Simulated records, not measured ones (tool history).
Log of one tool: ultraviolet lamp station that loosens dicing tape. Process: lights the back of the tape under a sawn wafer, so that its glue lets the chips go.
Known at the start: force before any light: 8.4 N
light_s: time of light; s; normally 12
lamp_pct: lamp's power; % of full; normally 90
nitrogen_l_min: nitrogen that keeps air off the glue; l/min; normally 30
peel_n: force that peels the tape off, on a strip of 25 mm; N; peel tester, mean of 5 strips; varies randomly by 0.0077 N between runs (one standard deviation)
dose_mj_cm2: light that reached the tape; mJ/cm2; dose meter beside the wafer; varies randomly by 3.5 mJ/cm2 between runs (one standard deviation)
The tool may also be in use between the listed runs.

| run | hour | light_s | lamp_pct | nitrogen_l_min | peel_n | dose_mj_cm2 |
|---|---|---|---|---|---|---|
| 1 | 0.0 | 12 | 90 | 30 | 0.373 | 480 |
| 2 | 12.2 | 12 | 90 | 30 | 0.376 | 480 |
| 3 | 26.5 | 12 | 90 | 30 | 0.384 | 479 |
| 4 | 36.5 | 12 | 90 | 30 | 0.364 | 479 |
| 5 | 44.1 | 12 | 90 | 30 | 0.389 | 474 |
| 6 | 59.8 | 12 | 90 | 38 | 0.346 | 467 |
| 7 | 72.7 | 12 | 62 | 30 | 0.776 | 327 |
| 8 | 87.8 | 12 | 63 | 30 | 0.757 | 332 |
|  | 91.8 | window cleaned of glue's vapour |
| 9 | 95.4 | 7 | 73 | 15 | 1.909 | 237 |
| 10 | 110.0 | 7 | 73 | 15 | 1.979 | 239 |
| 11 | 124.7 | 24 | 90 | 12 | 0.242 | 1005 |
| 12 | 138.4 | 22 | 90 | 13 | 0.242 | 921 |
| 13 | 149.7 | 9 | 90 | 56 | 0.444 | 372 |
| 14 | 156.7 | 9 | 64 | 10 | 2.103 | 264 |

Subtracting, for every run, the result it would have given without the tool's unlogged condition from the measured result gives the following. The same run-to-run variation enters both numbers; the gauge's scatter may not:
Unlogged tool condition in this case: lamp's light, % of a new lamp's; light that the window lets through, % of a clean one's; drift of the gauge itself on peel_n, %; drift of the gauge itself on dose_mj_cm2, %.
| run | peel_n | dose_mj_cm2 |
|---|---|---|
| 1 | +0.082 | -90 |
| 2 | +0.085 | -92 |
| 3 | +0.088 | -94 |
| 4 | +0.087 | -96 |
| 5 | +0.089 | -95 |
| 6 | +0.073 | -98 |
| 7 | +0.242 | -69 |
| 8 | +0.243 | -71 |
| 9 | +0.316 | -31 |
| 10 | +0.335 | -33 |
| 11 | +0.012 | -143 |
| 12 | +0.017 | -136 |
| 13 | +0.094 | -56 |
| 14 | +0.380 | -40 |
